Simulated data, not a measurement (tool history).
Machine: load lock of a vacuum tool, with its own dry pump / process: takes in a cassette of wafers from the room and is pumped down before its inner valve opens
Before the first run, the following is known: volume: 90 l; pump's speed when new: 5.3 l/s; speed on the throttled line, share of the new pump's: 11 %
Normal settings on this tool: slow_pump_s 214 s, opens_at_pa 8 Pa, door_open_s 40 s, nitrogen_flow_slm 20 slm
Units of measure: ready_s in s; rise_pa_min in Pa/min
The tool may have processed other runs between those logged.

| run | hour | slow_pump_s | opens_at_pa | door_open_s | nitrogen_flow_slm | incoming humidity of the room's air, % | ready_s | rise_pa_min |
|---|---|---|---|---|---|---|---|---|
| 1 | 0.0 | 214 | 8 | 40 | 20 | 46.0 | 381.4 | 0.089 |
| 2 | 160.3 | 214 | 8 | 40 | 20 | 44.6 | 375.8 | 0.085 |
| 3 | 332.9 | 214 | 8 | 132 | 20 | 42.9 | 379.3 | 0.119 |
| 4 | 501.6 | 214 | 8 | 40 | 20 | 41.5 | 382.4 | 0.088 |
| 5 | 624.4 | 214 | 8 | 40 | 20 | 48.2 | 381.0 | 0.089 |
| 6 | 843.1 | 134 | 8 | 40 | 20 | 42.9 | 311.6 | 0.097 |
| 7 | 1056.8 | 214 | 8 | 40 | 20 | 50.3 | 380.0 | 0.103 |
| 8 | 1226.4 | 214 | 8 | 40 | 16 | 43.1 | 381.8 | 0.107 |
| 9 | 1380.2 | 214 | 8 | 40 | 20 | 46.9 | 382.6 | 0.105 |
| 10 | 1606.2 | 214 | 8 | 40 | 20 | 45.8 | 382.5 | 0.110 |
| 11 | 1767.1 | 214 | 8 | 40 | 20 | 47.2 | 383.5 | 0.109 |
| 12 | 1889.2 | 325 | 9 | 146 | 12 | 43.0 | 478.1 | 0.150 |
| 13 | 2049.4 | 289 | 11 | 146 | 12 | 43.0 | 441.3 | 0.162 |
| 14 | 2189.5 | 214 | 9 | 40 | 31 | 42.8 | 379.3 | 0.106 |
| 15 | 2327.5 | 333 | 14 | 41 | 6 | 42.4 | 474.9 | 0.126 |
| 16 | 2427.4 | 334 | 6 | 101 | 34 | 43.4 | 495.2 | 0.130 |
| 17 | 2525.8 | 334 | 6 | 101 | 34 | 44.7 | 491.5 | 0.134 |
| 18 | 2645.7 | 334 | 9 | 101 | 34 | 44.5 | 486.7 | 0.134 |
| 19 | 2750.2 | 189 | 9 | 181 | 37 | 45.8 | 359.6 | 0.155 |

Consider 5 possible next runs. They are alternatives, not a sequence: every one starts from the tool as it was left by run 19. What does each give?
| A | 2949.3 | 222 | 9 | 181 | 6 | 42.7 | ? | ? |
| B | 2949.3 | 159 | 8 | 40 | 5 | 47.5 | ? | ? |
| C | 2949.3 | 214 | 8 | 40 | 20 | 43.6 | ? | ? |
| D | 2949.3 | 117 | 9 | 235 | 11 | 45.0 | ? | ? |
| E | 2949.3 | 151 | 9 | 181 | 37 | 49.6 | ? | ? |

| run | ready_s | rise_pa_min |
|---|---|---|
| A | 390.9 | 0.191 |
| B | 338.1 | 0.138 |
| C | 385.9 | 0.127 |
| D | 299.2 | 0.204 |
| E | 327.7 | 0.155 |
Had the tool no hidden state, the same runs would have come out as:
| run | ready_s | rise_pa_min |
|---|---|---|
| A | 357.2 | 0.091 |
| B | 302.5 | 0.040 |
| C | 351.7 | 0.027 |
| D | 263.1 | 0.104 |
| E | 292.7 | 0.056 |

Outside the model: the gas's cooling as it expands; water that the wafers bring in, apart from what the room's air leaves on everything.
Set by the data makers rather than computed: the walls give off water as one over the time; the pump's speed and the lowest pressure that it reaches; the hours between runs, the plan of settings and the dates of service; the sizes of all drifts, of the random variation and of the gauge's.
